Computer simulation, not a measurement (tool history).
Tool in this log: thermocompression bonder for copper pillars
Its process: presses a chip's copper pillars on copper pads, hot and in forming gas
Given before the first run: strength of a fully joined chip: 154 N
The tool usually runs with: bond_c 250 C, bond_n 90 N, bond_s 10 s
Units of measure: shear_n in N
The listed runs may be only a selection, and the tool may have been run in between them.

Run 1, day 0.000: usual settings. Result: shear_n 99.9 N.
Run 2, day 1.646: usual settings but bond_s 13 s. Result: shear_n 104.4 N.
Run 3, day 3.254: usual settings. Result: shear_n 97.1 N.
Run 4, day 4.729: usual settings. Result: shear_n 98.1 N.
Run 5, day 6.721: usual settings but bond_n 130 N. Result: shear_n 114.3 N.
Run 6, day 8.767: usual settings but bond_s 13 s. Result: shear_n 101.7 N.
At day 10.358: forming gas filter changed.
Run 7, day 10.825: usual settings but bond_s 25 s. Result: shear_n 122.9 N.
Run 8, day 12.642: usual settings but bond_s 19 s. Result: shear_n 116.5 N.
Run 9, day 14.325: usual settings but bond_s 19 s. Result: shear_n 117.8 N.
Run 10, day 16.246: usual settings but bond_s 19 s. Result: shear_n 116.4 N.
At day 16.442: heater calibrated with a thermocouple chip.
Run 11, day 18.100: usual settings. Result: shear_n 97.1 N.
Run 12, day 19.267: usual settings. Result: shear_n 96.2 N.
Run 13, day 21.004: usual settings. Result: shear_n 95.7 N.
Run 14, day 22.904: usual settings but bond_s 11 s. Result: shear_n 100.8 N.
At day 24.154: heater calibrated with a thermocouple chip, once more.
Run 15, day 24.154: usual settings but bond_s 11 s. Result: shear_n 103.2 N.
Run 16, day 25.592: usual settings but bond_s 11 s. Result: shear_n 104.0 N.
Run 17, day 27.892: usual settings but bond_s 11 s. Result: shear_n 102.1 N.
Run 18, day 28.925: usual settings but bond_n 130 N. Result: shear_n 115.0 N.
Run 19, day 30.042: usual settings but bond_n 130 N. Result: shear_n 114.5 N.
At day 30.362: forming gas filter changed.
Run 20, day 32.433: usual settings but bond_s 25 s. Result: shear_n 125.4 N.
Run 21, day 34.212: usual settings but bond_s 25 s. Result: shear_n 121.6 N.
Run 22, day 36.425: usual settings but bond_c 253 C, bond_n 117 N. Result: shear_n 114.2 N.
Run 23, day 38.642: usual settings but bond_c 253 C, bond_n 117 N. Result: shear_n 113.9 N.
Run 24, day 39.900: usual settings but bond_c 225 C, bond_n 117 N, bond_s 6 s. Result: shear_n 74.1 N.
Run 25, day 41.638: usual settings but bond_n 73 N, bond_s 7 s. Result: shear_n 79.7 N.
Run 26, day 43.271: usual settings but bond_n 73 N, bond_s 22 s. Result: shear_n 110.2 N.
Run 27, day 45.129: usual settings but bond_n 73 N, bond_s 22 s. Result: shear_n 110.0 N.
Run 28, day 46.892: usual settings but bond_n 73 N, bond_s 22 s. Result: shear_n 110.4 N.
Run 29, day 48.075: usual settings but bond_c 228 C, bond_n 69 N, bond_s 21 s. Result: shear_n 85.7 N.
At day 50.183: forming gas filter changed.
Run 30, day 50.525: usual settings but bond_c 228 C, bond_n 69 N, bond_s 21 s. Result: shear_n 86.0 N.
Run 31, day 52.167: usual settings but bond_c 234 C, bond_n 63 N, bond_s 11 s. Result: shear_n 69.5 N.
Run 32, day 54.175: usual settings but bond_c 249 C, bond_n 73 N, bond_s 5 s. Result: shear_n 70.7 N.

Alternative continuations, all from the tool just after run 32; predict every row:
Run A, day 55.879: usual settings but bond_s 13 s. Result: shear_n ?.
Run B, day 55.879: usual settings but bond_c 249 C, bond_n 73 N, bond_s 6 s. Result: shear_n ?.
Run C, day 55.879: usual settings but bond_c 238 C, bond_n 63 N. Result: shear_n ?.

run  shear_n
  A    103.6
  B     74.8
  C     71.1
What these runs would have given with no unlogged condition in the tool:
run  shear_n
  A    109.2
  B     80.0
  C     76.3
